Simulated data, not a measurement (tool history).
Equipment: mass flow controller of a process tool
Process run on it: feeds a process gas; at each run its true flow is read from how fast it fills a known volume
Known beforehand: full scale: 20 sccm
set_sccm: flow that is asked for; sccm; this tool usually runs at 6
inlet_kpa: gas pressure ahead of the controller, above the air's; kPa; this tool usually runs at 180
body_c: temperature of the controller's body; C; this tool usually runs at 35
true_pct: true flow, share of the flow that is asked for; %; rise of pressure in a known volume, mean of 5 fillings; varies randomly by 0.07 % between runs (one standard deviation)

Run 1, day 0: usual settings. Result: true_pct 96.21 %.
Run 2, day 12.088: usual settings but body_c 23 C. Result: true_pct 97.04 %.
Run 3, day 25.188: usual settings. Result: true_pct 95.9 %.
Run 4, day 34.279: usual settings. Result: true_pct 95.88 %.
Run 5, day 42.692: usual settings. Result: true_pct 95.73 %.
Run 6, day 49.338: usual settings but inlet_kpa 269 kPa. Result: true_pct 95.87 %.
Run 7, day 56.208: usual settings but inlet_kpa 216 kPa. Result: true_pct 95.59 %.
Run 8, day 70.675: usual settings but inlet_kpa 216 kPa. Result: true_pct 95.65 %.
Run 9, day 78.317: usual settings but inlet_kpa 216 kPa. Result: true_pct 95.53 %.
Run 10, day 89.667: usual settings but set_sccm 2 sccm, inlet_kpa 204 kPa, body_c 23 C. Result: true_pct 94.3 %.
Run 11, day 100.958: usual settings but set_sccm 3 sccm, inlet_kpa 229 kPa, body_c 26 C. Result: true_pct 94.81 %.
Run 12, day 111.742: usual settings but set_sccm 3 sccm, inlet_kpa 229 kPa, body_c 26 C. Result: true_pct 94.46 %.
Run 13, day 118.308: usual settings but set_sccm 16 sccm, inlet_kpa 150 kPa, body_c 29 C. Result: true_pct 96.75 %.
Run 14, day 131.042: usual settings but set_sccm 8 sccm, inlet_kpa 249 kPa, body_c 39 C. Result: true_pct 94.99 %.
Run 15, day 140.733: usual settings but inlet_kpa 249 kPa, body_c 39 C. Result: true_pct 94.6 %.
Run 16, day 148.838: usual settings but inlet_kpa 227 kPa. Result: true_pct 94.66 %.

Run 17 has not been measured yet. What should we expect?
Run 17, day 163.333: usual settings but set_sccm 2 sccm, inlet_kpa 263 kPa, body_c 20 C. Result: true_pct ?.

For run 17 the tool returned true_pct 92.63 %.
Take away the tool's hidden state, keep the run-to-run variation as it was, and the same run would have given true_pct 98.66 %.
